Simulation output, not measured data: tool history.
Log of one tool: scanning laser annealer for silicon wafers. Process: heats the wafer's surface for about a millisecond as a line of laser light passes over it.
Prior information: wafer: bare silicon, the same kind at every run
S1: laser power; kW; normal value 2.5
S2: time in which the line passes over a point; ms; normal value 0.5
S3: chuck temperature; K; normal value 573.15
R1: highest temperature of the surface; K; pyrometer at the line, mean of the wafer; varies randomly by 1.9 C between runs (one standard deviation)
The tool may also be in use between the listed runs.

run,hour,S1,S2,S3,R1
1,0,2.5,0.5,573.15,1390.15
2,16.7,2.5,0.398,573.15,1292.15
3,28,2.5,0.398,573.15,1295.15
4,38.6,2.5,0.398,573.15,1290.15
5,54,2.5,0.399,573.15,1293.15
6,64.2,2.5,0.5,573.15,1388.15
7,78.2,2.5,0.426,573.15,1316.15
8,85.7,2.5,0.426,573.15,1319.15
9,94.9,2.5,0.426,573.15,1320.15
10,105.6,2.5,0.426,573.15,1316.15
11,113.6,2.5,0.5,573.15,1384.15
12,129.7,2.5,0.5,573.15,1388.15
13,137.6,2.353,0.5,573.15,1329.15
14,149.5,2.5,0.399,573.15,1292.15
15,165.7,2.5,0.399,573.15,1291.15
16,179.4,2.5,0.5,592.15,1402.15
17,188.2,2.184,0.5,573.15,1269.15
18,197,2.5,0.5,537.15,1345.15
19,212.3,2.5,0.5,537.15,1345.15
20,229,2.5,0.495,573.15,1381.15
# hour 231.8: window over the wafer cleaned
21,245.6,2.5,0.495,573.15,1374.15
22,258,2.674,0.585,600.15,1550.15
23,274.4,2.735,0.394,564.15,1350.15
24,289,2.237,0.394,564.15,1188.15
25,306,2.237,0.394,564.15,1190.15
26,312.9,2.57,0.413,573.15,1321.15
# hour 322.7: window over the wafer cleaned, once more
27,324.4,2.57,0.413,573.15,1334.15
28,331.8,2.174,0.551,573.15,1308.15
29,346.3,2.174,0.551,573.15,1308.15
# hour 361.2: optics aligned, line set to its width
30,365.1,2.55,0.39,535.15,1270.15
31,374.5,2.728,0.542,541.15,1489.15
32,391,2.728,0.542,541.15,1487.15
33,405.2,2.526,0.5,549.15,1381.15
34,413.9,2.526,0.395,608.15,1343.15
35,424.4,2.526,0.395,608.15,1340.15
36,437.2,2.272,0.448,608.15,1301.15
37,445.9,2.215,0.448,608.15,1279.15
38,454.6,2.215,0.448,608.15,1283.15
39,462.9,2.481,0.406,538.15,1264.15
40,479,2.709,0.432,566.15,1397.15
41,491.1,2.544,0.381,602.15,1323.15

4 options for the next run, each taken on its own from the tool as it stands now. Forecast them:
A,503,2.544,0.416,602.15,?
B,503,2.235,0.487,573.15,?
C,503,2.39,0.518,590.15,?
D,503,2.175,0.5,573.15,?

run,R1
A,1357.15
B,1284.15
C,1387.15
D,1272.15
Take away the tool's hidden state, keep each run's random variation, and the runs would have read:
run,R1
A,1366.15
B,1292.15
C,1397.15
D,1280.15
